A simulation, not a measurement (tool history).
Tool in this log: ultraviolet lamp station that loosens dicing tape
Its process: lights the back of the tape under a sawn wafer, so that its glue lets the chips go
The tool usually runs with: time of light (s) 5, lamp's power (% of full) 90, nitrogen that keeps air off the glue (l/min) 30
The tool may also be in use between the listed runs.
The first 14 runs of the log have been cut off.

run,day,time of light (s),lamp's power (% of full),nitrogen that keeps air off the glue (l/min),force that peels the tape off (N),light that reached the tape (mJ/cm²)
15,11.467,5,90,13,0.945,541
16,12.292,5,90,13,0.998,532
17,13.321,5,90,13,0.948,536
18,14.046,5,90,13,0.962,532
19,14.825,6,90,30,0.335,632
20,15.633,3,80,24,1.794,277
21,16.671,3,80,24,1.801,280
22,17.196,3,80,24,1.836,279
23,17.688,3,80,24,1.894,278
24,18.638,3,80,24,1.915,274
25,19.792,5,91,28,0.547,526
26,20.533,6,91,46,0.267,622
27,21.462,2,62,41,3.273,141
28,22.567,7,82,42,0.284,651
29,23.404,3,82,58,1.204,277
30,24.158,3,82,58,1.222,278
31,25.283,2,90,11,3.795,200
32,26.079,3,87,14,2.460,288
33,26.804,4,68,16,2.089,303
34,27.775,4,68,16,2.159,293
35,28.929,4,68,16,2.135,292
36,29.867,9,94,10,0.402,903
37,30.446,5,94,10,1.280,502

Below are 5 alternative next runs, each starting from the tool's condition after run 37. Predict each:
A,31.458,5,90,9,?,?
B,31.458,5,74,38,?,?
C,31.458,7,94,10,?,?
D,31.458,3,77,10,?,?
E,31.458,5,99,18,?,?

run,force that peels the tape off (N),light that reached the tape (mJ/cm²)
A,1.502,478
B,0.777,393
C,0.688,706
D,3.253,246
E,0.754,523
The same runs, with their run-to-run variation unchanged, on a tool lacking any hidden condition would have given:
run,force that peels the tape off (N),light that reached the tape (mJ/cm²)
A,0.955,616
B,0.454,507
C,0.402,911
D,2.489,318
E,0.440,675
